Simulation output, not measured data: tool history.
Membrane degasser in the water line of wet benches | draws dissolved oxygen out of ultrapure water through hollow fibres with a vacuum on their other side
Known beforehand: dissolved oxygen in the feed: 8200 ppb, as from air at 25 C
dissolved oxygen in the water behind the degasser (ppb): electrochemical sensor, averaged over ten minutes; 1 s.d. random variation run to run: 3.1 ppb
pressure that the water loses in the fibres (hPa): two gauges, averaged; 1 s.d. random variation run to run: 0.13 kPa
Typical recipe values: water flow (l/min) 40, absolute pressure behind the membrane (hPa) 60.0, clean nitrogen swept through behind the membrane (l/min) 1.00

| run | hour | water flow (l/min) | absolute pressure behind the membrane (hPa) | clean nitrogen swept through behind the membrane (l/min) | dissolved oxygen in the water behind the degasser (ppb) | pressure that the water loses in the fibres (hPa) |
|---|---|---|---|---|---|---|
| 1 | 0.0 | 40 | 60.0 | 1.00 | 478.1 | 498.9 |
| 2 | 238.8 | 40 | 60.0 | 1.00 | 478.9 | 501.6 |
| 3 | 478.4 | 40 | 60.0 | 1.00 | 481.3 | 499.8 |
|  | 565.8 | seals of the vacuum lines changed |
| 4 | 696.6 | 40 | 60.0 | 1.00 | 474.7 | 499.8 |
| 5 | 825.1 | 40 | 60.0 | 1.00 | 480.4 | 502.0 |
| 6 | 1018.3 | 40 | 60.0 | 1.00 | 479.5 | 496.9 |
| 7 | 1139.4 | 40 | 60.0 | 1.00 | 473.2 | 498.6 |
| 8 | 1379.1 | 40 | 60.0 | 1.00 | 477.8 | 498.2 |
| 9 | 1623.9 | 40 | 60.0 | 1.00 | 475.9 | 497.4 |
|  | 1663.0 | vacuum gauge calibrated |
| 10 | 1866.2 | 40 | 60.0 | 1.00 | 475.3 | 496.4 |
| 11 | 2110.9 | 40 | 60.0 | 1.00 | 472.4 | 495.2 |
| 12 | 2306.8 | 40 | 60.0 | 0.81 | 515.4 | 494.4 |
| 13 | 2518.0 | 40 | 103.4 | 1.00 | 782.1 | 493.1 |
| 14 | 2726.0 | 40 | 60.0 | 1.00 | 476.5 | 492.4 |
| 15 | 2937.9 | 40 | 60.0 | 0.62 | 564.1 | 496.2 |
| 16 | 3118.0 | 40 | 60.0 | 0.62 | 560.5 | 494.8 |
| 17 | 3314.9 | 40 | 73.6 | 1.25 | 527.2 | 493.1 |
| 18 | 3481.6 | 52 | 146.7 | 2.27 | 868.6 | 641.1 |
| 19 | 3717.3 | 38 | 121.5 | 1.00 | 864.2 | 467.2 |
| 20 | 3911.1 | 43 | 62.7 | 2.81 | 395.0 | 529.1 |
| 21 | 4155.8 | 43 | 62.7 | 2.81 | 391.4 | 529.7 |
| 22 | 4276.2 | 31 | 45.9 | 2.54 | 233.2 | 380.9 |
| 23 | 4470.5 | 40 | 79.3 | 1.31 | 544.9 | 488.8 |
| 24 | 4686.9 | 40 | 79.3 | 2.53 | 424.6 | 492.1 |
| 25 | 4926.7 | 25 | 79.3 | 2.53 | 251.0 | 304.9 |
|  | 4956.1 | gauge calibrated |
|  | 5171.4 | seals of the vacuum lines changed |
| 26 | 5171.4 | 25 | 54.0 | 2.53 | 193.6 | 312.5 |

Expected results for the next run?
| 27 | 5359.2 | 25 | 37.2 | 2.33 | ? | ? |

Logged for run 27: dissolved oxygen in the water behind the degasser (ppb) 157.0, pressure that the water loses in the fibres (hPa) 313.0.
Were there no unlogged condition in the tool, this run, its random variation unchanged, would have produced dissolved oxygen in the water behind the degasser (ppb) 156.4, pressure that the water loses in the fibres (hPa) 313.3.
